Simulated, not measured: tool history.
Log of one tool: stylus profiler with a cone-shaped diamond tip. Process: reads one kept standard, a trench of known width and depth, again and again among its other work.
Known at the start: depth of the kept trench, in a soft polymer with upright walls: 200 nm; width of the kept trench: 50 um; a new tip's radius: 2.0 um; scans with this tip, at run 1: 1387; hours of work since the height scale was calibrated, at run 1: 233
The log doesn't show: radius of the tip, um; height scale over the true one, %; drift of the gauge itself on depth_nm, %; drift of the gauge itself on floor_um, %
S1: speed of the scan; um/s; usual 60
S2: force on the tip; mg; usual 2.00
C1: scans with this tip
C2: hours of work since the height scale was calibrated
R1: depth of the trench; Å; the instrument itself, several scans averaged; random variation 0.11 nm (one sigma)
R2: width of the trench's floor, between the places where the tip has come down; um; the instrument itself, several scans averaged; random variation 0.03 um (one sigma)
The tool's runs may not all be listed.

run     day   S1    S2    C1   C2      R1     R2
  1   0.000   60  2.00  1387  233  2027.9  47.78
  2   0.958   60  2.00  1486  250  2028.5  47.73
  3   1.933   38  2.00  1587  267  2030.0  47.90
  4   3.146   38  2.00  1712  288  2032.0  47.89
  5   4.350   38  2.00  1836  309  2031.4  47.89
  6   5.488   38  2.00  1953  328  2032.1  47.86
  7   6.867   60  2.00  2096  352  2031.1  47.75
  8   8.275   60  2.00  2241  377  2031.1  47.74
  9   9.471   17  2.00  2365  398  2031.3  48.00
 10  10.412   60  2.00  2462  414  2031.3  47.73
 11  11.400   60  2.00  2564  431  2032.4  47.77
 12  11.996   60  2.00  2626  441  2031.2  47.69
 13  13.008   60  2.00  2730  459  2030.2  47.66
 14  14.154   60  1.94  2848  479  2031.3  47.64
 15  14.800   60  1.94  2915  490  2030.9  47.69
 16  15.579   60  1.94  2995  504  2034.0  47.65
 17  16.988   60  1.94  3141  528  2034.3  47.64
 18  17.725   60  1.23  3217  541  2025.9  47.54
 19  19.088   60  1.23  3357  564  2025.1  47.52
 20  20.296   60  1.23  3482  585  2025.5  47.57
 21  20.962   60  1.23  3551  597  2026.2  47.53
 22  21.717   27  2.00  3629  610  2033.0  47.90
 23  22.633   27  2.00  3723  626  2035.2  47.90
 24  23.788   29  0.84  3843  646  2021.7  47.74
 25  25.208  159  2.00  3989  671  2033.2  46.91
     25.329  -- height scale calibrated on a step standard
 26  26.350   81  1.78  4105   18  2034.2  47.48
 27  27.679   70  1.08  4242   41  2027.5  47.42
 28  28.821   70  1.08  4360   61  2028.4  47.41
 29  30.217   70  1.08  4504   85  2031.9  47.39
 30  31.125   70  2.57  4598  101  2043.7  47.63
 31  31.829   70  2.57  4670  113  2046.0  47.59
     32.567  -- height scale calibrated on a step standard, once more
 32  33.104   70  2.57  4800    9  2032.7  47.56
 33  33.742  118  2.57  4866   20  2035.2  47.32
 34  35.188   92  1.43  5015   45  2022.1  47.24
 35  35.929   46  1.25  5092   58  2022.8  47.65
 36  36.946  123  2.26  5196   76  2032.8  47.20
 37  38.012   70  0.90  5306   94  2018.3  47.27
 38  38.771   26  1.85  5385  108  2028.4  47.87
 39  40.000   32  0.72  5512  129  2014.5  47.58
 40  41.225   32  0.72  5638  150  2014.4  47.66
 41  42.412  121  5.43  5761  171  2057.3  47.47

Forecast each of these 3 alternatives for the next run:
  A  43.496   97  4.56  5873  190   ?   ?
  B  43.496   19  5.43  5873  190   ?   ?
  C  43.496  163  2.73  5873  190   ?   ?

run      R1     R2
  A  2051.6  47.54
  B  2057.0  47.99
  C  2036.3  46.97
Without the tool's hidden state the same runs would have given:
run      R1     R2
  A  2049.3  47.79
  B  2054.7  48.24
  C  2034.0  47.22
